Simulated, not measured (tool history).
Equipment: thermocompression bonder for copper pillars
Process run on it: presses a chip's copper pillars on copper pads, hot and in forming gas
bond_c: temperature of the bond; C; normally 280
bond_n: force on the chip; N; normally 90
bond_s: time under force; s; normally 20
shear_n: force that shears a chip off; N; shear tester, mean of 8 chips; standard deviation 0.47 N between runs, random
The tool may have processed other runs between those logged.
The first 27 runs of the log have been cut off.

| run | day | bond_c | bond_n | bond_s | shear_n |
|---|---|---|---|---|---|
| 28 | 24.279 | 261 | 133 | 20 | 54.0 |
| 29 | 24.917 | 296 | 90 | 13 | 52.7 |
| 30 | 25.529 | 278 | 97 | 11 | 43.9 |
| 31 | 26.342 | 278 | 97 | 11 | 43.6 |
| 32 | 26.933 | 268 | 81 | 11 | 33.2 |
| 33 | 27.442 | 280 | 90 | 17 | 49.6 |
| 34 | 28.475 | 299 | 64 | 27 | 55.1 |
| 35 | 29.096 | 299 | 105 | 27 | 70.8 |
| 36 | 29.942 | 254 | 111 | 11 | 35.3 |
| 37 | 31.029 | 254 | 111 | 11 | 36.6 |
| 38 | 31.738 | 254 | 111 | 11 | 35.5 |
|  | 32.371 | forming gas filter changed |
| 39 | 32.696 | 280 | 102 | 13 | 49.9 |
| 40 | 33.267 | 305 | 90 | 10 | 53.8 |
| 41 | 33.758 | 305 | 90 | 10 | 54.5 |

Branching from run 41: 3 alternative next runs. What would each branch give?
| A | 34.262 | 291 | 90 | 26 | ? |
| B | 34.262 | 270 | 62 | 19 | ? |
| C | 34.262 | 305 | 90 | 52 | ? |

| run | shear_n |
|---|---|
| A | 62.3 |
| B | 34.3 |
| C | 77.1 |
Without the tool's unlogged condition, the same runs would have read:
| run | shear_n |
|---|---|
| A | 62.2 |
| B | 34.2 |
| C | 77.1 |

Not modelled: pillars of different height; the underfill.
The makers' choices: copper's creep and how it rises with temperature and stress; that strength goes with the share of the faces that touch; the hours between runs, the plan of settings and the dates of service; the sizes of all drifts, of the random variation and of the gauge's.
